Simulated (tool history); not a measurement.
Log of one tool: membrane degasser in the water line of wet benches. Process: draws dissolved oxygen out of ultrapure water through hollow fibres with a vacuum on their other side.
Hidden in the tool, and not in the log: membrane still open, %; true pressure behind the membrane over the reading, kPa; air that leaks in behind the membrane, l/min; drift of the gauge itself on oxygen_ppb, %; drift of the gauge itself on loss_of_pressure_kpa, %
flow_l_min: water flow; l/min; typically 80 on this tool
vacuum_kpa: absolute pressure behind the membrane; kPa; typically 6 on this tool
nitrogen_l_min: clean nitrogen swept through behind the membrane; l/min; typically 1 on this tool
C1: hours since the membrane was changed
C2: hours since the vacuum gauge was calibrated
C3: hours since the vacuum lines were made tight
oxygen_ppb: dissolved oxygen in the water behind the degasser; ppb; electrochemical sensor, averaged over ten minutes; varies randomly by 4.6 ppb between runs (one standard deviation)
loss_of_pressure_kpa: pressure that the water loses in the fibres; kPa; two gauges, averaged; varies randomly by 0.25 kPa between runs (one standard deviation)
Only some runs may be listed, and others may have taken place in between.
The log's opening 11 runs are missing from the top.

{"run": 12, "day": 54.808, "flow_l_min": 80, "vacuum_kpa": 6, "nitrogen_l_min": 1, "C1": 5500, "C2": 3039, "C3": 2548, "oxygen_ppb": 500.7, "loss_of_pressure_kpa": 68.26}
{"run": 13, "day": 58.312, "flow_l_min": 80, "vacuum_kpa": 6, "nitrogen_l_min": 1.71, "C1": 5584, "C2": 3123, "C3": 2632, "oxygen_ppb": 380.2, "loss_of_pressure_kpa": 67.78}
{"run": 14, "day": 65.012, "flow_l_min": 80, "vacuum_kpa": 6, "nitrogen_l_min": 2.62, "C1": 5745, "C2": 3284, "C3": 2793, "oxygen_ppb": 319.8, "loss_of_pressure_kpa": 67.57}
{"run": 15, "day": 71.658, "flow_l_min": 80, "vacuum_kpa": 6, "nitrogen_l_min": 2.62, "C1": 5904, "C2": 3443, "C3": 2952, "oxygen_ppb": 312.9, "loss_of_pressure_kpa": 68.05}
{"run": 16, "day": 74.704, "flow_l_min": 80, "vacuum_kpa": 6, "nitrogen_l_min": 2.62, "C1": 5977, "C2": 3516, "C3": 3025, "oxygen_ppb": 313.8, "loss_of_pressure_kpa": 68.1}
{"run": 17, "day": 78.1, "flow_l_min": 80, "vacuum_kpa": 9.98, "nitrogen_l_min": 1.36, "C1": 6059, "C2": 3598, "C3": 3107, "oxygen_ppb": 814.7, "loss_of_pressure_kpa": 68.48}
{"run": 18, "day": 82.217, "flow_l_min": 80, "vacuum_kpa": 6.08, "nitrogen_l_min": 2.15, "C1": 6158, "C2": 3697, "C3": 3206, "oxygen_ppb": 354.7, "loss_of_pressure_kpa": 68.48}
{"run": 19, "day": 88.438, "flow_l_min": 80, "vacuum_kpa": 6.08, "nitrogen_l_min": 2.15, "C1": 6307, "C2": 3846, "C3": 3355, "oxygen_ppb": 350.6, "loss_of_pressure_kpa": 68.17}
{"run": 20, "day": 92.296, "flow_l_min": 80, "vacuum_kpa": 11.04, "nitrogen_l_min": 0.55, "C1": 6399, "C2": 3939, "C3": 3448, "oxygen_ppb": 1489.5, "loss_of_pressure_kpa": 68.54}
{"run": 21, "day": 98.338, "flow_l_min": 91, "vacuum_kpa": 11.04, "nitrogen_l_min": 0.55, "C1": 6544, "C2": 4084, "C3": 3593, "oxygen_ppb": 1600, "loss_of_pressure_kpa": 77.81}
{"run": 22, "day": 104.179, "flow_l_min": 80, "vacuum_kpa": 6, "nitrogen_l_min": 0.73, "C1": 6685, "C2": 4224, "C3": 3733, "oxygen_ppb": 601, "loss_of_pressure_kpa": 68.65}
{"run": 23, "day": 111.088, "flow_l_min": 65, "vacuum_kpa": 14.92, "nitrogen_l_min": 1.18, "C1": 6850, "C2": 4390, "C3": 3899, "oxygen_ppb": 1165.3, "loss_of_pressure_kpa": 56.06}
{"run": 24, "day": 117.679, "flow_l_min": 59, "vacuum_kpa": 14.92, "nitrogen_l_min": 1.18, "C1": 7009, "C2": 4548, "C3": 4057, "oxygen_ppb": 1081.7, "loss_of_pressure_kpa": 51.06}
{"run": 25, "day": 120.971, "flow_l_min": 82, "vacuum_kpa": 7.81, "nitrogen_l_min": 0.59, "C1": 7088, "C2": 4627, "C3": 4136, "oxygen_ppb": 987.5, "loss_of_pressure_kpa": 70.45}
{"run": 26, "day": 124.325, "flow_l_min": 82, "vacuum_kpa": 7.81, "nitrogen_l_min": 0.59, "C1": 7168, "C2": 4707, "C3": 4216, "oxygen_ppb": 981.4, "loss_of_pressure_kpa": 70.92}
{"run": 27, "day": 129.608, "flow_l_min": 82, "vacuum_kpa": 5.72, "nitrogen_l_min": 2.1, "C1": 7295, "C2": 4834, "C3": 4343, "oxygen_ppb": 361.3, "loss_of_pressure_kpa": 70.78}
{"run": 28, "day": 135.121, "flow_l_min": 80, "vacuum_kpa": 4.15, "nitrogen_l_min": 1, "C1": 7427, "C2": 4966, "C3": 4475, "oxygen_ppb": 298.8, "loss_of_pressure_kpa": 69.25}
{"run": 29, "day": 140.792, "flow_l_min": 123, "vacuum_kpa": 5.7, "nitrogen_l_min": 1.98, "C1": 7563, "C2": 5103, "C3": 4612, "oxygen_ppb": 615.3, "loss_of_pressure_kpa": 106.08}
{"run": 30, "day": 147.312, "flow_l_min": 123, "vacuum_kpa": 5.7, "nitrogen_l_min": 1.98, "C1": 7720, "C2": 5259, "C3": 4768, "oxygen_ppb": 614.5, "loss_of_pressure_kpa": 105.83}
{"run": 31, "day": 151.262, "flow_l_min": 123, "vacuum_kpa": 4.09, "nitrogen_l_min": 1.71, "C1": 7815, "C2": 5354, "C3": 4863, "oxygen_ppb": 469, "loss_of_pressure_kpa": 107.01}

Each row is a separate what-if for the run after 31, all from the same tool condition, not one after another. Results?
{"run": "A", "day": 155.638, "flow_l_min": 80, "vacuum_kpa": 6, "nitrogen_l_min": 2.54, "C1": 7920, "C2": 5459, "C3": 4968, "oxygen_ppb": "?", "loss_of_pressure_kpa": "?"}
{"run": "B", "day": 155.638, "flow_l_min": 121, "vacuum_kpa": 10.96, "nitrogen_l_min": 2.95, "C1": 7920, "C2": 5459, "C3": 4968, "oxygen_ppb": "?", "loss_of_pressure_kpa": "?"}
{"run": "C", "day": 155.638, "flow_l_min": 80, "vacuum_kpa": 6, "nitrogen_l_min": 1.16, "C1": 7920, "C2": 5459, "C3": 4968, "oxygen_ppb": "?", "loss_of_pressure_kpa": "?"}
{"run": "D", "day": 155.638, "flow_l_min": 123, "vacuum_kpa": 5.31, "nitrogen_l_min": 0.44, "C1": 7920, "C2": 5459, "C3": 4968, "oxygen_ppb": "?", "loss_of_pressure_kpa": "?"}
{"run": "E", "day": 155.638, "flow_l_min": 81, "vacuum_kpa": 3.62, "nitrogen_l_min": 2.23, "C1": 7920, "C2": 5459, "C3": 4968, "oxygen_ppb": "?", "loss_of_pressure_kpa": "?"}

run=A oxygen_ppb=333.7 loss_of_pressure_kpa=69.66
run=B oxygen_ppb=910 loss_of_pressure_kpa=105.08
run=C oxygen_ppb=492.2 loss_of_pressure_kpa=69.52
run=D oxygen_ppb=920.8 loss_of_pressure_kpa=106.68
run=E oxygen_ppb=197.4 loss_of_pressure_kpa=69.94
With the hidden condition removed and each run's random variation left untouched, the same runs would have given:
run=A oxygen_ppb=280.2 loss_of_pressure_kpa=65.17
run=B oxygen_ppb=829.7 loss_of_pressure_kpa=98.3
run=C oxygen_ppb=423.7 loss_of_pressure_kpa=65.02
run=D oxygen_ppb=783.6 loss_of_pressure_kpa=99.81
run=E oxygen_ppb=138.6 loss_of_pressure_kpa=65.42

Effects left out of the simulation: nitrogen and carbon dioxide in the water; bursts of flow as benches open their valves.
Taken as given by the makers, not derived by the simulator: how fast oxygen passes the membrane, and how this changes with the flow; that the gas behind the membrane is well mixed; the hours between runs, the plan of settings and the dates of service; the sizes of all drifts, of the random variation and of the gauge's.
